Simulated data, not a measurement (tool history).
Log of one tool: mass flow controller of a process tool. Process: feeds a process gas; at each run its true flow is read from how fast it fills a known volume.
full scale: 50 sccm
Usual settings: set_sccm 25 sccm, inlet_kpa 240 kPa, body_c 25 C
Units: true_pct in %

run 1 hour=0 | set_sccm=25 inlet_kpa=240 body_c=25 | true_pct=97.88
run 2 hour=68.1 | set_sccm=25 inlet_kpa=226 body_c=25 | true_pct=97.62
run 3 hour=148.1 | set_sccm=25 inlet_kpa=226 body_c=25 | true_pct=97.71
run 4 hour=231.3 | set_sccm=25 inlet_kpa=226 body_c=25 | true_pct=97.6
run 5 hour=315.3 | set_sccm=25 inlet_kpa=226 body_c=25 | true_pct=97.53
run 6 hour=396.1 | set_sccm=25 inlet_kpa=226 body_c=25 | true_pct=97.62
run 7 hour=494.6 | set_sccm=25 inlet_kpa=226 body_c=25 | true_pct=97.5
run 8 hour=542.8 | set_sccm=25 inlet_kpa=240 body_c=33 | true_pct=97.17
run 9 hour=628.3 | set_sccm=25 inlet_kpa=240 body_c=33 | true_pct=97.05
run 10 hour=712.2 | set_sccm=25 inlet_kpa=240 body_c=33 | true_pct=97.08
run 11 hour=806.6 | set_sccm=25 inlet_kpa=240 body_c=33 | true_pct=97.07
run 12 hour=898.3 | set_sccm=25 inlet_kpa=240 body_c=36 | true_pct=96.96
run 13 hour=960.2 | set_sccm=25 inlet_kpa=240 body_c=36 | true_pct=96.86
run 14 hour=1003.9 | set_sccm=25 inlet_kpa=240 body_c=36 | true_pct=96.76
run 15 hour=1065.1 | set_sccm=25 inlet_kpa=240 body_c=36 | true_pct=96.75
run 16 hour=1136.3 | set_sccm=25 inlet_kpa=240 body_c=36 | true_pct=96.77
run 17 hour=1206.9 | set_sccm=25 inlet_kpa=240 body_c=36 | true_pct=96.81
run 18 hour=1268.8 | set_sccm=25 inlet_kpa=159 body_c=25 | true_pct=97.11
run 19 hour=1370.8 | set_sccm=25 inlet_kpa=159 body_c=25 | true_pct=97.23
run 20 hour=1453.2 | set_sccm=25 inlet_kpa=159 body_c=25 | true_pct=97.07
run 21 hour=1553 | set_sccm=25 inlet_kpa=159 body_c=25 | true_pct=97.01
run 22 hour=1623 | set_sccm=25 inlet_kpa=159 body_c=25 | true_pct=96.88
run 23 hour=1686.4 | set_sccm=25 inlet_kpa=159 body_c=25 | true_pct=96.9
run 24 hour=1785.8 | set_sccm=25 inlet_kpa=159 body_c=25 | true_pct=96.85
run 25 hour=1881.8 | set_sccm=25 inlet_kpa=159 body_c=23 | true_pct=96.88
run 26 hour=1971.4 | set_sccm=7 inlet_kpa=159 body_c=23 | true_pct=92.67
run 27 hour=2063.8 | set_sccm=8 inlet_kpa=255 body_c=32 | true_pct=92.96
run 28 hour=2155.8 | set_sccm=9 inlet_kpa=246 body_c=36 | true_pct=93.21
run 29 hour=2213.7 | set_sccm=9 inlet_kpa=246 body_c=36 | true_pct=93.18
run 30 hour=2270.5 | set_sccm=9 inlet_kpa=246 body_c=36 | true_pct=93.22
run 31 hour=2322 | set_sccm=25 inlet_kpa=145 body_c=39 | true_pct=95.98
run 32 hour=2399.2 | set_sccm=25 inlet_kpa=169 body_c=39 | true_pct=95.96
run 33 hour=2444.2 | set_sccm=50 inlet_kpa=149 body_c=39 | true_pct=97.52
run 34 hour=2543.9 | set_sccm=25 inlet_kpa=244 body_c=37 | true_pct=96.28
run 35 hour=2636.6 | set_sccm=41 inlet_kpa=194 body_c=33 | true_pct=97.32
run 36 hour=2721.1 | set_sccm=41 inlet_kpa=220 body_c=33 | true_pct=97.37
run 37 hour=2819 | set_sccm=41 inlet_kpa=220 body_c=33 | true_pct=97.29
run 38 hour=2880.8 | set_sccm=41 inlet_kpa=220 body_c=33 | true_pct=97.41
run 39 hour=2981.8 | set_sccm=39 inlet_kpa=220 body_c=26 | true_pct=97.54
run 40 hour=3048.5 | set_sccm=8 inlet_kpa=240 body_c=25 | true_pct=92.49
run 41 hour=3097.4 | set_sccm=7 inlet_kpa=232 body_c=38 | true_pct=90.94
run 42 hour=3165.2 | set_sccm=27 inlet_kpa=224 body_c=29 | true_pct=96.46
run 43 hour=3216.8 | set_sccm=27 inlet_kpa=224 body_c=29 | true_pct=96.45
run 44 hour=3278.5 | set_sccm=25 inlet_kpa=208 body_c=39 | true_pct=95.77
run 45 hour=3363.6 | set_sccm=25 inlet_kpa=208 body_c=39 | true_pct=95.83
run 46 hour=3469.5 | set_sccm=25 inlet_kpa=208 body_c=39 | true_pct=95.74
run 47 hour=3575.7 | set_sccm=25 inlet_kpa=208 body_c=39 | true_pct=95.69

Forecast run 48:
run 48 hour=3657.2 | set_sccm=10 inlet_kpa=248 body_c=30 | true_pct=?

{"run 48": {"true_pct": 92.78}}
Without the tool's hidden state the same run would have given true_pct 98.55 %.

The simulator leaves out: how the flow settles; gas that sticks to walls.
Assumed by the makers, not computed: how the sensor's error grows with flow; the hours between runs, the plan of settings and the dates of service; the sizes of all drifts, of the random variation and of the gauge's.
